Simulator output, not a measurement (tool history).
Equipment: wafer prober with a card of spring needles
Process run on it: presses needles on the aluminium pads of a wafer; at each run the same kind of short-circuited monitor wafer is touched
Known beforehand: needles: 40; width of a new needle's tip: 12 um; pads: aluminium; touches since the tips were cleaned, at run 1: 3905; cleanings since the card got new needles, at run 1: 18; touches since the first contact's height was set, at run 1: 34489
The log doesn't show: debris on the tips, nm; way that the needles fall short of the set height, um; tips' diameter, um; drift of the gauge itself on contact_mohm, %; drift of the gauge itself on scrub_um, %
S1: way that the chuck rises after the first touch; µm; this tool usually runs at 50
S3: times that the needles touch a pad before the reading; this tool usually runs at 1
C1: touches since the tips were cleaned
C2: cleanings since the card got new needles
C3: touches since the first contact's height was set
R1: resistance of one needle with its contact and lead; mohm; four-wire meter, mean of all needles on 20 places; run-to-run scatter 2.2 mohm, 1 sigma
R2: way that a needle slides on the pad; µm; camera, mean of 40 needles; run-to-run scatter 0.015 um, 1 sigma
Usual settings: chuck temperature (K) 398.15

{"run": 1, "hour": 0.0, "S1": 50, "chuck temperature (K)": 398.15, "S3": 1, "C1": 3905, "C2": 18, "C3": 34489, "R1": 248, "R2": 6.35}
{"hour": 5.4, "done": "tips cleaned on abrasive film"}
{"run": 2, "hour": 11.5, "S1": 50, "chuck temperature (K)": 398.15, "S3": 1, "C1": 3052, "C2": 19, "C3": 40236, "R1": 243, "R2": 6.36}
{"hour": 18.4, "done": "tips cleaned on abrasive film"}
{"run": 3, "hour": 20.0, "S1": 40, "chuck temperature (K)": 398.15, "S3": 1, "C1": 818, "C2": 20, "C3": 44518, "R1": 248, "R2": 5.08}
{"run": 4, "hour": 26.5, "S1": 50, "chuck temperature (K)": 398.15, "S3": 2, "C1": 4117, "C2": 20, "C3": 47817, "R1": 247, "R2": 6.4}
{"hour": 31.4, "done": "tips cleaned on abrasive film"}
{"run": 5, "hour": 32.5, "S1": 34, "chuck temperature (K)": 398.15, "S3": 2, "C1": 547, "C2": 21, "C3": 50788, "R1": 252, "R2": 4.33}
{"run": 6, "hour": 39.2, "S1": 34, "chuck temperature (K)": 307.15, "S3": 2, "C1": 3928, "C2": 21, "C3": 54169, "R1": 226, "R2": 4.32}
{"hour": 45.1, "done": "tips cleaned on abrasive film"}
{"run": 7, "hour": 45.7, "S1": 34, "chuck temperature (K)": 360.15, "S3": 2, "C1": 311, "C2": 22, "C3": 57396, "R1": 241, "R2": 4.33}
{"run": 8, "hour": 52.6, "S1": 34, "chuck temperature (K)": 360.15, "S3": 2, "C1": 3820, "C2": 22, "C3": 60905, "R1": 238, "R2": 4.31}
{"hour": 58.4, "done": "tips cleaned on abrasive film"}
{"run": 9, "hour": 63.4, "S1": 34, "chuck temperature (K)": 360.15, "S3": 2, "C1": 2527, "C2": 23, "C3": 66332, "R1": 240, "R2": 4.35}
{"run": 10, "hour": 69.1, "S1": 34, "chuck temperature (K)": 360.15, "S3": 2, "C1": 5398, "C2": 23, "C3": 69203, "R1": 241, "R2": 4.34}
{"hour": 71.7, "done": "tips cleaned on abrasive film"}
{"run": 11, "hour": 77.7, "S1": 34, "chuck temperature (K)": 360.15, "S3": 2, "C1": 3038, "C2": 24, "C3": 73510, "R1": 242, "R2": 4.34}
{"hour": 84.8, "done": "tips cleaned on abrasive film"}
{"run": 12, "hour": 88.3, "S1": 50, "chuck temperature (K)": 398.15, "S3": 1, "C1": 1744, "C2": 25, "C3": 78792, "R1": 247, "R2": 6.37}
{"run": 13, "hour": 93.3, "S1": 50, "chuck temperature (K)": 398.15, "S3": 1, "C1": 4310, "C2": 25, "C3": 81358, "R1": 245, "R2": 6.4}
{"hour": 97.7, "done": "tips cleaned on abrasive film"}
{"run": 14, "hour": 101.3, "S1": 50, "chuck temperature (K)": 398.15, "S3": 1, "C1": 1831, "C2": 26, "C3": 85339, "R1": 244, "R2": 6.41}
{"hour": 110.6, "done": "tips cleaned on abrasive film"}
{"run": 15, "hour": 112.0, "S1": 50, "chuck temperature (K)": 398.15, "S3": 1, "C1": 731, "C2": 27, "C3": 90711, "R1": 243, "R2": 6.43}
{"run": 16, "hour": 121.0, "S1": 50, "chuck temperature (K)": 398.15, "S3": 1, "C1": 5272, "C2": 27, "C3": 95252, "R1": 244, "R2": 6.42}
{"hour": 123.6, "done": "tips cleaned on abrasive film"}
{"run": 17, "hour": 129.4, "S1": 50, "chuck temperature (K)": 398.15, "S3": 1, "C1": 2914, "C2": 28, "C3": 99447, "R1": 246, "R2": 6.44}
{"hour": 135.2, "done": "height of the first contact set anew"}
{"hour": 137.4, "done": "tips cleaned on abrasive film"}
{"run": 18, "hour": 137.6, "S1": 50, "chuck temperature (K)": 309.15, "S3": 1, "C1": 97, "C2": 29, "C3": 1164, "R1": 223, "R2": 6.43}
{"run": 19, "hour": 148.7, "S1": 38, "chuck temperature (K)": 314.15, "S3": 2, "C1": 5744, "C2": 29, "C3": 6811, "R1": 231, "R2": 4.87}
{"hour": 150.9, "done": "tips cleaned on abrasive film"}
{"run": 20, "hour": 155.0, "S1": 38, "chuck temperature (K)": 314.15, "S3": 2, "C1": 2039, "C2": 30, "C3": 9922, "R1": 229, "R2": 4.89}
{"run": 21, "hour": 163.2, "S1": 40, "chuck temperature (K)": 311.15, "S3": 1, "C1": 6204, "C2": 30, "C3": 14087, "R1": 224, "R2": 5.18}
{"hour": 164.1, "done": "tips cleaned on abrasive film"}
{"run": 22, "hour": 170.6, "S1": 40, "chuck temperature (K)": 311.15, "S3": 2, "C1": 3275, "C2": 31, "C3": 17766, "R1": 227, "R2": 5.14}
{"hour": 177.1, "done": "tips cleaned on abrasive film"}
{"run": 23, "hour": 177.5, "S1": 40, "chuck temperature (K)": 311.15, "S3": 2, "C1": 205, "C2": 32, "C3": 21225, "R1": 229, "R2": 5.16}
{"run": 24, "hour": 188.8, "S1": 40, "chuck temperature (K)": 315.15, "S3": 2, "C1": 5924, "C2": 32, "C3": 26944, "R1": 230, "R2": 5.16}
{"hour": 190.6, "done": "tips cleaned on abrasive film"}
{"run": 25, "hour": 196.9, "S1": 51, "chuck temperature (K)": 302.15, "S3": 2, "C1": 3157, "C2": 33, "C3": 30957, "R1": 221, "R2": 6.58}
{"hour": 203.6, "done": "tips cleaned on abrasive film"}
{"run": 26, "hour": 204.5, "S1": 37, "chuck temperature (K)": 377.15, "S3": 2, "C1": 459, "C2": 34, "C3": 34797, "R1": 245, "R2": 4.76}
{"run": 27, "hour": 212.5, "S1": 50, "chuck temperature (K)": 301.15, "S3": 1, "C1": 4470, "C2": 34, "C3": 38808, "R1": 224, "R2": 6.46}
{"hour": 216.7, "done": "tips cleaned on abrasive film"}
{"run": 28, "hour": 219.6, "S1": 57, "chuck temperature (K)": 398.15, "S3": 1, "C1": 1476, "C2": 35, "C3": 42370, "R1": 244, "R2": 7.38}
{"run": 29, "hour": 227.1, "S1": 38, "chuck temperature (K)": 310.15, "S3": 1, "C1": 5255, "C2": 35, "C3": 46149, "R1": 230, "R2": 4.95}
{"hour": 229.5, "done": "tips cleaned on abrasive film"}
{"run": 30, "hour": 236.5, "S1": 38, "chuck temperature (K)": 310.15, "S3": 1, "C1": 3539, "C2": 36, "C3": 50884, "R1": 229, "R2": 4.94}
{"hour": 243.0, "done": "tips cleaned on abrasive film"}
{"run": 31, "hour": 247.6, "S1": 38, "chuck temperature (K)": 310.15, "S3": 1, "C1": 2325, "C2": 37, "C3": 56427, "R1": 227, "R2": 4.94}
{"hour": 256.0, "done": "tips cleaned on abrasive film"}
{"run": 32, "hour": 258.2, "S1": 50, "chuck temperature (K)": 398.15, "S3": 2, "C1": 1097, "C2": 38, "C3": 61719, "R1": 248, "R2": 6.52}
{"run": 33, "hour": 266.3, "S1": 50, "chuck temperature (K)": 398.15, "S3": 2, "C1": 5235, "C2": 38, "C3": 65857, "R1": 241, "R2": 6.51}
{"hour": 269.0, "done": "tips cleaned on abrasive film"}
{"run": 34, "hour": 274.7, "S1": 50, "chuck temperature (K)": 398.15, "S3": 1, "C1": 2889, "C2": 39, "C3": 70038, "R1": 244, "R2": 6.49}
{"hour": 281.8, "done": "tips cleaned on abrasive film"}
{"run": 35, "hour": 283.8, "S1": 50, "chuck temperature (K)": 398.15, "S3": 2, "C1": 966, "C2": 40, "C3": 74568, "R1": 243, "R2": 6.47}

Alternative continuations, all from the tool just after run 35; predict every row:
{"run": "A", "hour": 293.0, "S1": 34, "chuck temperature (K)": 398.15, "S3": 2, "C1": 5622, "C2": 40, "C3": 79224, "R1": "?", "R2": "?"}
{"run": "B", "hour": 293.0, "S1": 70, "chuck temperature (K)": 398.15, "S3": 1, "C1": 5622, "C2": 40, "C3": 79224, "R1": "?", "R2": "?"}
{"run": "C", "hour": 293.0, "S1": 50, "chuck temperature (K)": 333.15, "S3": 1, "C1": 5622, "C2": 40, "C3": 79224, "R1": "?", "R2": "?"}

run=A R1=250 R2=4.43
run=B R1=243 R2=9.13
run=C R1=232 R2=6.54
With the hidden condition removed and each run's random variation left untouched, the same runs would have given:
run=A R1=249 R2=4.32
run=B R1=242 R2=8.9
run=C R1=231 R2=6.38
